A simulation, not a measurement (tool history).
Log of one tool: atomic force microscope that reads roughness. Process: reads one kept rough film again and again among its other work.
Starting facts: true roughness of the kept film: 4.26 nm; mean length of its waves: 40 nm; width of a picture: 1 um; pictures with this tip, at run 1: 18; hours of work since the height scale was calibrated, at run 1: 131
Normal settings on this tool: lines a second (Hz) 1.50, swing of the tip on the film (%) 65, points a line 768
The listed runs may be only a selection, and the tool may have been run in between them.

run	hour	lines a second (Hz)	swing of the tip on the film (%)	points a line	pictures with this tip	hours of work since the height scale was calibrated	roughness of the kept film (nm (root mean square))
1	0.0	1.50	65	768	18	131	3.555
2	4.5	1.50	65	768	28	134	3.494
3	12.7	1.50	87	768	47	140	3.033
4	21.5	1.50	87	768	68	147	2.950
5	30.8	1.50	87	768	89	154	2.877
6	34.7	1.50	60	768	98	157	3.213
7	42.8	1.50	60	768	117	164	3.126
8	52.3	1.50	60	768	139	171	3.056
9	60.8	1.50	65	768	159	178	2.946
10	68.9	1.50	65	768	177	184	2.897
# hour 77.3: new tip fitted
11	77.6	1.50	65	768	0	190	3.649
12	83.5	1.50	65	768	14	195	3.554
13	88.8	1.50	65	768	26	199	3.518
14	92.6	1.37	79	402	35	202	3.292
15	99.7	1.50	64	768	51	207	3.377
16	103.5	1.50	63	768	60	210	3.351
17	112.1	1.50	63	333	80	217	3.273
18	117.0	1.50	63	333	91	221	3.208
19	122.2	1.50	84	283	103	225	2.846
20	130.1	3.47	62	307	121	231	2.912
21	135.7	3.47	62	307	134	235	2.874
22	140.4	1.50	68	615	145	239	2.947
23	146.0	0.58	68	430	158	243	3.032

3 options for the next run, each taken on its own from the tool as it stands now. Forecast them:
A	153.7	1.50	79	768	176	249	?
B	153.7	2.52	59	960	176	249	?
C	153.7	1.89	65	768	176	249	?

run	roughness of the kept film (nm (root mean square))
A	2.712
B	2.852
C	2.828
Without the tool's hidden state the same runs would have given:
run	roughness of the kept film (nm (root mean square))
A	3.450
B	3.629
C	3.597
